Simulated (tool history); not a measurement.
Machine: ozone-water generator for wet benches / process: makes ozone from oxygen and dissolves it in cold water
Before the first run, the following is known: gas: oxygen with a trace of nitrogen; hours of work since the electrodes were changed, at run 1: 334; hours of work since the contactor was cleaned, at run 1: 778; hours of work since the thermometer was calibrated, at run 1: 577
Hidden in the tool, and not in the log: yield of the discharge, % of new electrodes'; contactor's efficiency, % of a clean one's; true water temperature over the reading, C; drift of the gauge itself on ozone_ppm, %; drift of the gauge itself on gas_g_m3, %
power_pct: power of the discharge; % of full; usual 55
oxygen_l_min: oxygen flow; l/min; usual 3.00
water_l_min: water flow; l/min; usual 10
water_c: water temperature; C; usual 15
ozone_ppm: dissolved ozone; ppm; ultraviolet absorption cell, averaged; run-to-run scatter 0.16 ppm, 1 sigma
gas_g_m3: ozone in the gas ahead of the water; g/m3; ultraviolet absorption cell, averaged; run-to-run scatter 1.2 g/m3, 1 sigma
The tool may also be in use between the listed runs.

run	day	power_pct	oxygen_l_min	water_l_min	water_c	hours of work since the electrodes were changed	hours of work since the contactor was cleaned	hours of work since the thermometer was calibrated	ozone_ppm	gas_g_m3
1	0.000	55	3.00	10	15	334	778	577	21.3	211.5
2	1.292	55	3.00	10	15	356	800	599	21.5	213.1
3	2.008	55	3.00	10	15	368	812	610	21.2	212.2
4	2.667	55	3.00	10	15	379	823	622	21.2	215.0
5	3.983	55	3.00	10	15	401	845	644	21.1	214.2
6	5.458	55	3.00	10	12	426	870	668	22.3	211.0
7	6.475	55	3.00	10	10	443	887	685	22.7	215.8
8	7.442	55	3.00	10	15	459	903	702	21.3	213.0
9	8.096	55	3.00	10	15	470	914	713	21.0	213.6
10	9.175	55	3.00	10	15	488	932	731	21.4	214.7
11	10.542	55	3.00	10	15	511	955	754	21.0	210.9
12	11.417	55	3.00	10	15	526	969	768	20.8	213.0
13	12.562	81	3.00	10	15	545	989	788	28.5	287.7
14	13.762	81	3.00	10	15	565	1009	808	28.6	286.9
15	14.704	55	4.54	13	18	581	1025	823	15.8	175.0
16	16.133	61	4.54	7	18	605	1049	847	28.5	190.7
17	17.642	61	4.54	7	18	630	1074	873	28.2	188.6
18	18.558	61	4.54	12	21	645	1089	888	17.6	189.4
# day 18.662: water thermometer calibrated
19	19.596	41	2.33	10	20	662	1106	16	15.2	192.1
20	20.604	62	1.86	13	17	679	1123	33	16.0	292.6
21	22.075	62	1.86	13	17	704	1148	57	16.2	292.4
22	23.092	62	3.88	13	17	721	1165	74	17.7	207.3
23	24.400	86	3.62	10	15	743	1187	96	30.2	273.6
# day 25.846: water thermometer calibrated, once more
24	25.846	86	3.62	10	15	767	1211	0	29.9	274.7
25	26.754	57	3.62	10	11	782	1226	15	23.1	202.0
26	28.112	57	3.62	10	11	805	1249	38	23.0	199.0
27	29.575	53	3.62	10	9	829	1273	63	21.9	187.7
28	30.738	53	3.62	10	9	849	1293	82	22.2	186.2

Predict each of these 4 candidate next runs independently; none follows another, all start after run 28:
A	31.521	74	2.44	13	9	862	1306	95	?	?
B	31.521	64	3.00	10	15	862	1306	95	?	?
C	31.521	69	3.00	7	19	862	1306	95	?	?
D	31.521	92	5.20	10	9	862	1306	95	?	?

run	ozone_ppm	gas_g_m3
A	21.0	294.7
B	23.7	237.9
C	31.7	254.7
D	34.5	242.7
Had the tool no hidden state, the same runs would have come out as:
run	ozone_ppm	gas_g_m3
A	21.6	297.0
B	24.4	239.5
C	32.5	256.5
D	35.5	244.9

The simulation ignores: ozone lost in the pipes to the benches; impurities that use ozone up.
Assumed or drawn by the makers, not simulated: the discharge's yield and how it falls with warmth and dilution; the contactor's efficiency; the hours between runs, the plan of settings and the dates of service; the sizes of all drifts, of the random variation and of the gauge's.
